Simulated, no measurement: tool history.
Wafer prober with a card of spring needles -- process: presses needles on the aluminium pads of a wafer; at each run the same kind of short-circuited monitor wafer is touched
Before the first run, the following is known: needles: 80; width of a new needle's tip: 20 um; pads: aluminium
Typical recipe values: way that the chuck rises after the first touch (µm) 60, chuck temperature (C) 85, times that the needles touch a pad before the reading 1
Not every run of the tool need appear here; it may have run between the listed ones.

run	hour	way that the chuck rises after the first touch (µm)	chuck temperature (C)	times that the needles touch a pad before the reading	resistance of one needle with its contact and lead (mohm)	way that a needle slides on the pad (µm)
1	0	60	85	1	229	11.27
# hour 11.3: tips cleaned on abrasive film
# hour 22.9: tips cleaned on abrasive film
2	23.9	60	85	1	247	11.33
# hour 35.5: tips cleaned on abrasive film
3	43.7	60	85	1	344	11.17
# hour 48.8: tips cleaned on abrasive film
# hour 61.2: tips cleaned on abrasive film
4	62.5	60	85	1	248	11.12
# hour 73.2: tips cleaned on abrasive film
5	81.1	60	85	1	345	11.21
# hour 85.1: tips cleaned on abrasive film
# hour 98.3: tips cleaned on abrasive film
6	109.1	60	85	1	382	11.07
# hour 112.1: tips cleaned on abrasive film
# hour 124: tips cleaned on abrasive film
7	129.1	60	85	1	311	11.11
# hour 136.4: tips cleaned on abrasive film
# hour 147.9: tips cleaned on abrasive film
# hour 160.4: tips cleaned on abrasive film
8	161.8	60	85	1	244	11.15
# hour 173.4: tips cleaned on abrasive film
# hour 187: tips cleaned on abrasive film
9	188	60	85	1	243	10.89
# hour 199.9: tips cleaned on abrasive film
10	209.8	60	85	1	366	10.92
# hour 212.4: tips cleaned on abrasive film
# hour 226.3: tips cleaned on abrasive film
# hour 226.6: height of the first contact set anew
# hour 238.9: tips cleaned on abrasive film
11	238.9	60	85	1	217	11.45
# hour 251.3: tips cleaned on abrasive film
12	252.8	65	85	1	245	12.45
# hour 265.1: tips cleaned on abrasive film
13	270.3	60	85	1	315	11.4
# hour 277.2: tips cleaned on abrasive film
# hour 289.1: tips cleaned on abrasive film
14	296.5	60	85	1	336	11.54
# hour 300.8: tips cleaned on abrasive film
# hour 312.9: tips cleaned on abrasive film
15	322.6	60	85	1	362	11.59
# hour 324.6: tips cleaned on abrasive film
# hour 337.6: tips cleaned on abrasive film
16	345.8	60	85	1	347	11.31
# hour 350.8: tips cleaned on abrasive film
# hour 362.7: tips cleaned on abrasive film
# hour 375.2: tips cleaned on abrasive film
17	375.2	78	85	1	206	14.99
# hour 388.6: tips cleaned on abrasive film
18	390.4	60	82	2	237	11.44
# hour 400.6: tips cleaned on abrasive film
# hour 412.3: tips cleaned on abrasive film
19	417.8	65	55	1	302	12.15
# hour 424.3: tips cleaned on abrasive film
# hour 436.7: tips cleaned on abrasive film
20	439.9	74	61	3	217	13.98
# hour 450.1: tips cleaned on abrasive film
21	457.8	74	34	2	258	14.08
# hour 461.7: tips cleaned on abrasive film
# hour 474.4: tips cleaned on abrasive film
# hour 486.6: tips cleaned on abrasive film
22	486.6	74	34	2	200	13.96
# hour 499.2: tips cleaned on abrasive film
# hour 510.9: tips cleaned on abrasive film
23	513.7	77	44	2	217	14.47
# hour 525.1: tips cleaned on abrasive film
# hour 537.7: tips cleaned on abrasive film
24	543.5	74	85	2	255	13.69
# hour 549.7: tips cleaned on abrasive film
# hour 563: tips cleaned on abrasive film
25	563.2	44	85	2	248	8.08
# hour 576.4: tips cleaned on abrasive film
26	586.5	60	85	2	314	10.92
# hour 588.4: tips cleaned on abrasive film
# hour 601: tips cleaned on abrasive film
27	611.4	59	85	1	392	10.63
# hour 613.2: tips cleaned on abrasive film
# hour 626.7: tips cleaned on abrasive film
# hour 638.7: tips cleaned on abrasive film
28	644	49	85	1	405	8.88
# hour 651.6: tips cleaned on abrasive film
# hour 663.2: tips cleaned on abrasive film
# hour 675.8: tips cleaned on abrasive film
29	676.2	66	56	1	227	11.86
# hour 688.4: tips cleaned on abrasive film
30	692.3	66	56	1	286	12.18
# hour 702.4: tips cleaned on abrasive film
31	706.5	64	56	1	311	11.59
# hour 716.4: tips cleaned on abrasive film
# hour 729.2: tips cleaned on abrasive film
32	729.3	43	86	2	229	7.52

Forecast each of these 3 alternatives for the next run:
# hour 742.1: tips cleaned on abrasive film
A	749.5	47	38	2	?	?
# hour 742.1: tips cleaned on abrasive film
B	749.5	75	86	1	?	?
# hour 742.1: tips cleaned on abrasive film
C	749.5	59	86	2	?	?

run	resistance of one needle with its contact and lead (mohm)	way that a needle slides on the pad (µm)
A	377	8.36
B	310	13.58
C	309	10.67
With no hidden state in the tool, these same runs would have given:
run	resistance of one needle with its contact and lead (mohm)	way that a needle slides on the pad (µm)
A	195	9.08
B	200	14.29
C	202	11.38
